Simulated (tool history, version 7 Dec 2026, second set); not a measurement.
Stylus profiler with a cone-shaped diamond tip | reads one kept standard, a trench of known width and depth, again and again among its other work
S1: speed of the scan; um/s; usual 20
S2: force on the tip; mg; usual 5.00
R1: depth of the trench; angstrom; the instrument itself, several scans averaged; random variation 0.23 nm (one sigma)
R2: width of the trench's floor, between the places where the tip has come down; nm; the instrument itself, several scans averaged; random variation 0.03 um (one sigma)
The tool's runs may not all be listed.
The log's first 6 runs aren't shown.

| run | hour | S1 | S2 | R1 | R2 |
|---|---|---|---|---|---|
| 7 | 148.2 | 20 | 3.62 | 10259.1 | 44850 |
| 8 | 176.6 | 20 | 6.00 | 10341.0 | 44810 |
| 9 | 209.2 | 20 | 6.00 | 10344.4 | 44760 |
| 10 | 243.1 | 20 | 5.00 | 10307.5 | 44770 |
| 11 | 261.3 | 20 | 5.00 | 10311.9 | 44710 |
| 12 | 292.7 | 76 | 5.00 | 10311.8 | 44660 |
| 13 | 322.8 | 23 | 5.00 | 10313.0 | 44690 |
|  | 324.8 | height scale calibrated on a step standard |
| 14 | 340.9 | 22 | 5.00 | 10341.7 | 44650 |
| 15 | 370.9 | 20 | 7.01 | 10413.1 | 44710 |
| 16 | 386.5 | 20 | 7.01 | 10410.6 | 44710 |
| 17 | 413.0 | 39 | 5.03 | 10346.2 | 44620 |
| 18 | 436.5 | 47 | 6.43 | 10393.4 | 44580 |
| 19 | 453.1 | 47 | 6.43 | 10392.0 | 44550 |
|  | 462.4 | height scale calibrated on a step standard, once more |
| 20 | 484.4 | 20 | 8.21 | 10345.4 | 44600 |
| 21 | 518.1 | 6 | 7.11 | 10315.9 | 44590 |
| 22 | 536.1 | 6 | 7.11 | 10316.8 | 44580 |
| 23 | 564.3 | 5 | 9.51 | 10387.2 | 44610 |
| 24 | 589.8 | 47 | 5.00 | 10252.9 | 44450 |
| 25 | 621.3 | 50 | 12.39 | 10459.8 | 44520 |
| 26 | 653.7 | 50 | 12.39 | 10463.1 | 44390 |
| 27 | 679.9 | 55 | 2.06 | 10140.7 | 44360 |
| 28 | 702.5 | 20 | 6.95 | 10313.5 | 44430 |
| 29 | 720.9 | 10 | 2.26 | 10153.4 | 44410 |
| 30 | 735.0 | 26 | 2.62 | 10165.2 | 44390 |
| 31 | 760.2 | 34 | 5.39 | 10264.4 | 44390 |

Forecast each of these 4 alternatives for the next run:
| A | 786.4 | 21 | 2.21 | ? | ? |
| B | 786.4 | 9 | 5.08 | ? | ? |
| C | 786.4 | 66 | 1.83 | ? | ? |
| D | 786.4 | 19 | 3.41 | ? | ? |

| run | R1 | R2 |
|---|---|---|
| A | 10151.2 | 44340 |
| B | 10256.6 | 44370 |
| C | 10133.3 | 44230 |
| D | 10197.5 | 44330 |
Without the tool's hidden state the same runs would have given:
| run | R1 | R2 |
|---|---|---|
| A | 10147.2 | 46500 |
| B | 10252.6 | 46530 |
| C | 10129.4 | 46380 |
| D | 10193.5 | 46490 |

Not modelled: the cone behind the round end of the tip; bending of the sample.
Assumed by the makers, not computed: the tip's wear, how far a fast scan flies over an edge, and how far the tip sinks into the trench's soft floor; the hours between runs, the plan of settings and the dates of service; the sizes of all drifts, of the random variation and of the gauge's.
